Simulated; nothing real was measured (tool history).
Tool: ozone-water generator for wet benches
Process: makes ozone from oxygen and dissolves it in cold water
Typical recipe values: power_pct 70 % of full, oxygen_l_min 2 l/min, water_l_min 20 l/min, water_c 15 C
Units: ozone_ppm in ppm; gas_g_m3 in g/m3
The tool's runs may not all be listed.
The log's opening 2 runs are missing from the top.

| run | hour | power_pct | oxygen_l_min | water_l_min | water_c | ozone_ppm | gas_g_m3 |
|---|---|---|---|---|---|---|---|
| 3 | 330.2 | 70 | 2 | 20 | 15 | 16.1 | 243.4 |
| 4 | 431.7 | 70 | 2 | 27 | 15 | 12.4 | 246.8 |
| 5 | 620.4 | 70 | 2 | 27 | 15 | 12.3 | 245.5 |
| 6 | 740.7 | 70 | 2 | 20 | 15 | 15.9 | 244.3 |
| 7 | 820.6 | 70 | 2 | 20 | 15 | 15.9 | 243.5 |
| 8 | 903.8 | 70 | 2 | 20 | 7 | 17.2 | 245.3 |
| 9 | 1020.2 | 70 | 2 | 20 | 7 | 17 | 245.5 |
| 10 | 1146.4 | 70 | 2.42 | 20 | 15 | 17 | 219.7 |
| 11 | 1294.9 | 70 | 3.57 | 20 | 15 | 18 | 178 |
| 12 | 1437.4 | 70 | 2 | 29 | 15 | 11.2 | 242.4 |
| 13 | 1576.2 | 70 | 2 | 29 | 15 | 11.2 | 242.9 |
| 14 | 1773.9 | 70 | 2 | 29 | 15 | 11.2 | 241.7 |
| 15 | 1951 | 70 | 2 | 29 | 15 | 11.3 | 243.7 |
|  | 1992.6 | contactor cleaned |
| 16 | 2134.9 | 70 | 2 | 29 | 15 | 11.4 | 246.3 |
| 17 | 2273.3 | 70 | 2 | 30 | 15 | 11.2 | 242.3 |
| 18 | 2449.9 | 63 | 1.08 | 26 | 21 | 9.4 | 316.3 |
| 19 | 2626.2 | 63 | 1.08 | 26 | 21 | 9.3 | 313.9 |

The next listed run, before its measurement:
| 20 | 2738 | 70 | 2 | 32 | 15 | ? | ? |

{"run 20": {"ozone_ppm": 10.3, "gas_g_m3": 244.4}}
Were there no unlogged condition in the tool, this run, its random variation unchanged, would have produced ozone_ppm 10.3 ppm, gas_g_m3 244.6 g/m3.
